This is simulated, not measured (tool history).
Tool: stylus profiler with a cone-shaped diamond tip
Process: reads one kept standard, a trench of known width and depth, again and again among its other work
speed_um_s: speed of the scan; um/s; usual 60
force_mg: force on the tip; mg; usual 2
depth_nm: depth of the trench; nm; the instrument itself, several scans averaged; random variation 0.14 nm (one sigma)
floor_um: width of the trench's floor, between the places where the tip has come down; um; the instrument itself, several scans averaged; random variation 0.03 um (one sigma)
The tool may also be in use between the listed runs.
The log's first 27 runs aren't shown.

run,hour,speed_um_s,force_mg,scans with this tip,hours of work since the height scale was calibrated,depth_nm,floor_um
28,321.9,17,0.97,4215,23,504.16,16.52
29,330.6,19,0.71,4262,30,503.27,16.48
30,344.2,130,0.97,4336,40,503.85,15.58
31,353.8,25,1.53,4389,47,505.26,16.52
32,370,35,2,4477,60,506.35,16.42
33,386.4,35,2,4567,73,506.5,16.45
34,397.1,24,1.12,4625,81,504.41,16.37
35,407.6,137,1.12,4682,89,504.43,15.62
36,418.4,35,2.32,4741,98,506.93,16.38
37,427.6,35,2.32,4792,105,506.8,16.4
38,436.4,132,2.29,4840,112,506.88,15.93
39,449.4,132,2.29,4911,122,507.03,15.93
40,464.8,132,2.29,4994,134,506.92,15.91
41,481.5,56,0.76,5086,147,503.35,16.01
42,489.6,56,0.76,5130,153,503.39,16.02
43,504.1,211,1.09,5209,164,504.33,14.94
44,514.4,184,2.48,5265,172,507.84,15.58
45,523.4,184,2.48,5314,179,507.32,15.59
46,537.3,128,2.58,5390,190,507.87,15.87
47,550.9,128,2.58,5465,200,507.61,15.84

Forecast each of these 3 alternatives for the next run:
A,564.2,38,2.58,5537,211,?,?
B,564.2,29,0.96,5537,211,?,?
C,564.2,181,2.58,5537,211,?,?

run,depth_nm,floor_um
A,507.88,16.27
B,504.15,16.24
C,507.93,15.61
Without the tool's hidden state the same runs would have given:
run,depth_nm,floor_um
A,507.49,17.13
B,503.77,17.1
C,507.55,16.47

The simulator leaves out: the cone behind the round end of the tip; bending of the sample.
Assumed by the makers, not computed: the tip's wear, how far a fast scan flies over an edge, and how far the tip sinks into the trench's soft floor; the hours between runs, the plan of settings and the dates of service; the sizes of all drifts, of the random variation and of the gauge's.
